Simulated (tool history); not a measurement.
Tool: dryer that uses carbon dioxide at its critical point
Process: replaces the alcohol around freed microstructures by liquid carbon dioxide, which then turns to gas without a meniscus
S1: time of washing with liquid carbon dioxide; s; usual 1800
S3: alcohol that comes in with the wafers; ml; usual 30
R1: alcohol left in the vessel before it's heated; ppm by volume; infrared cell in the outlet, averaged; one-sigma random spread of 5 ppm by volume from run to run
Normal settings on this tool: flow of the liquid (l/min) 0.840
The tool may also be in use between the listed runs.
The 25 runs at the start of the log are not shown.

{"run": 26, "day": 32.062, "S1": 2760, "flow of the liquid (l/min)": 1.114, "S3": 30, "R1": 24}
{"run": 27, "day": 33.762, "S1": 2820, "flow of the liquid (l/min)": 0.84, "S3": 51, "R1": 34}
{"run": 28, "day": 35.625, "S1": 2820, "flow of the liquid (l/min)": 0.856, "S3": 51, "R1": 28}
{"run": 29, "day": 36.696, "S1": 2820, "flow of the liquid (l/min)": 0.856, "S3": 22, "R1": 28}
{"run": 30, "day": 38.483, "S1": 2040, "flow of the liquid (l/min)": 0.722, "S3": 116, "R1": 157}
{"run": 31, "day": 39.838, "S1": 2160, "flow of the liquid (l/min)": 1.027, "S3": 94, "R1": 40}
{"run": 32, "day": 41.433, "S1": 2160, "flow of the liquid (l/min)": 1.027, "S3": 94, "R1": 38}
{"run": 33, "day": 42.658, "S1": 2160, "flow of the liquid (l/min)": 1.027, "S3": 94, "R1": 54}
{"run": 34, "day": 44.192, "S1": 1620, "flow of the liquid (l/min)": 1.166, "S3": 94, "R1": 62}

Each row is a separate what-if for the run after 34, all from the same tool condition, not one after another. Results?
{"run": "A", "day": 45.429, "S1": 1200, "flow of the liquid (l/min)": 1.118, "S3": 30, "R1": "?"}
{"run": "B", "day": 45.429, "S1": 1920, "flow of the liquid (l/min)": 0.84, "S3": 30, "R1": "?"}
{"run": "C", "day": 45.429, "S1": 2820, "flow of the liquid (l/min)": 0.564, "S3": 31, "R1": "?"}
{"run": "D", "day": 45.429, "S1": 1500, "flow of the liquid (l/min)": 1.166, "S3": 94, "R1": "?"}
{"run": "E", "day": 45.429, "S1": 2520, "flow of the liquid (l/min)": 0.84, "S3": 46, "R1": "?"}

run=A R1=103
run=B R1=59
run=C R1=56
run=D R1=84
run=E R1=30
Had the tool no hidden state, the same runs would have come out as:
run=A R1=55
run=B R1=22
run=C R1=19
run=D R1=39
run=E R1=0
